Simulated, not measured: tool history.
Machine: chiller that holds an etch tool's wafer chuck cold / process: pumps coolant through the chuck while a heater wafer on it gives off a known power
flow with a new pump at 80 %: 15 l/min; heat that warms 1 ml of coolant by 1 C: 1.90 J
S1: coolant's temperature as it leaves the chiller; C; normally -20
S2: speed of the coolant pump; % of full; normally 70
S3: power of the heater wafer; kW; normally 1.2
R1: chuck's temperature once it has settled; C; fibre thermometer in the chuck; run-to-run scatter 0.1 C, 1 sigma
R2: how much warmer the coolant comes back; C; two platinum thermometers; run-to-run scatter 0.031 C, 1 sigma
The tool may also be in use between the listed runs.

run 1 day=0 | S1=-20 S2=70 S3=1.2 | R1=-7.6 R2=3.21
run 2 day=5.8 | S1=-20 S2=70 S3=1.2 | R1=-7.8 R2=3.19
run 3 day=11.371 | S1=-20 S2=70 S3=1.2 | R1=-7.4 R2=3.17
run 4 day=15.312 | S1=-20 S2=70 S3=1.413 | R1=-5.1 R2=3.71
run 5 day=18.658 | S1=-20 S2=70 S3=1.413 | R1=-5 R2=3.69
run 6 day=24.621 | S1=-20 S2=91 S3=1.2 | R1=-9.8 R2=2.43
run 7 day=27.321 | S1=-20 S2=70 S3=1.076 | R1=-8.6 R2=2.92
run 8 day=32.1 | S1=-20 S2=70 S3=1.076 | R1=-8.3 R2=2.89
run 9 day=38.129 | S1=-20 S2=70 S3=1.076 | R1=-8.3 R2=2.83
run 10 day=42.617 | S1=-20 S2=70 S3=1.076 | R1=-8 R2=2.88
run 11 day=48.733 | S1=-20 S2=94 S3=1.2 | R1=-9.8 R2=2.37
run 12 day=54.542 | S1=-21 S2=85 S3=1.494 | R1=-6.7 R2=3.26
run 13 day=58.408 | S1=-21 S2=85 S3=1.494 | R1=-6.8 R2=3.29
run 14 day=62.821 | S1=-21 S2=85 S3=1.494 | R1=-6.6 R2=3.25
run 15 day=66.7 | S1=-21 S2=85 S3=1.494 | R1=-6.3 R2=3.28

Forecast each of these 4 alternatives for the next run:
run A day=70.292 | S1=-28 S2=85 S3=0.81 | R1=? R2=?
run B day=70.292 | S1=-20 S2=70 S3=1.714 | R1=? R2=?
run C day=70.292 | S1=-20 S2=60 S3=1.199 | R1=? R2=?
run D day=70.292 | S1=-23 S2=77 S3=1.142 | R1=? R2=?

run=A R1=-20.3 R2=1.79
run=B R1=-0.1 R2=4.67
run=C R1=-4 R2=3.89
run=D R1=-11.2 R2=2.8
The same runs, with their run-to-run variation unchanged, on a tool lacking any hidden condition would have given:
run=A R1=-21.5 R2=1.61
run=B R1=-4 R2=4.2
run=C R1=-7 R2=3.5
run=D R1=-13.4 R2=2.52

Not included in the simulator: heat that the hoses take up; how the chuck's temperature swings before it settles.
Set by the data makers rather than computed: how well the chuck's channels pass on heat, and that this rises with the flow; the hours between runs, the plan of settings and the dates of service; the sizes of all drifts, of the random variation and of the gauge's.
